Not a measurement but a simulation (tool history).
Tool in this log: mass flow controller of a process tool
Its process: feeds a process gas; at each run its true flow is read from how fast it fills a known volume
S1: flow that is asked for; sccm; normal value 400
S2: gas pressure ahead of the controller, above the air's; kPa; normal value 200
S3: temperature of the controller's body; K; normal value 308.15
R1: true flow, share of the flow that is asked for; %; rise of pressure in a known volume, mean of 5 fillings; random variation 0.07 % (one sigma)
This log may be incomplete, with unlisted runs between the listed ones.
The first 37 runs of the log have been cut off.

run      day   S1   S2      S3     R1
 38   91.038   92  278  310.15  96.57
 39   92.800   71  170  293.15  97.57
 40   95.950  173  142  298.15  98.05
 41   98.317   69  187  302.15  96.42
 42  100.375   95  248  310.15  96.27
 43  101.888   95  248  310.15  96.26
 44  104.221   95  248  310.15  96.31
 45  106.525   95  248  294.15  98.22
 46  109.183  158  200  307.15  97.25

Each row is a separate what-if for the run after 46, all from the same tool condition, not one after another. Results?
  A  110.804  275  206  308.15   ?
  B  110.804  120  196  304.15   ?
  C  110.804  252  151  306.15   ?
  D  110.804  400  200  299.15   ?

run     R1
  A  97.79
  B  97.12
  C  97.66
  D  99.48
Take away the tool's hidden state, keep each run's random variation, and the runs would have read:
run     R1
  A  97.91
  B  97.83
  C  97.82
  D  99.46

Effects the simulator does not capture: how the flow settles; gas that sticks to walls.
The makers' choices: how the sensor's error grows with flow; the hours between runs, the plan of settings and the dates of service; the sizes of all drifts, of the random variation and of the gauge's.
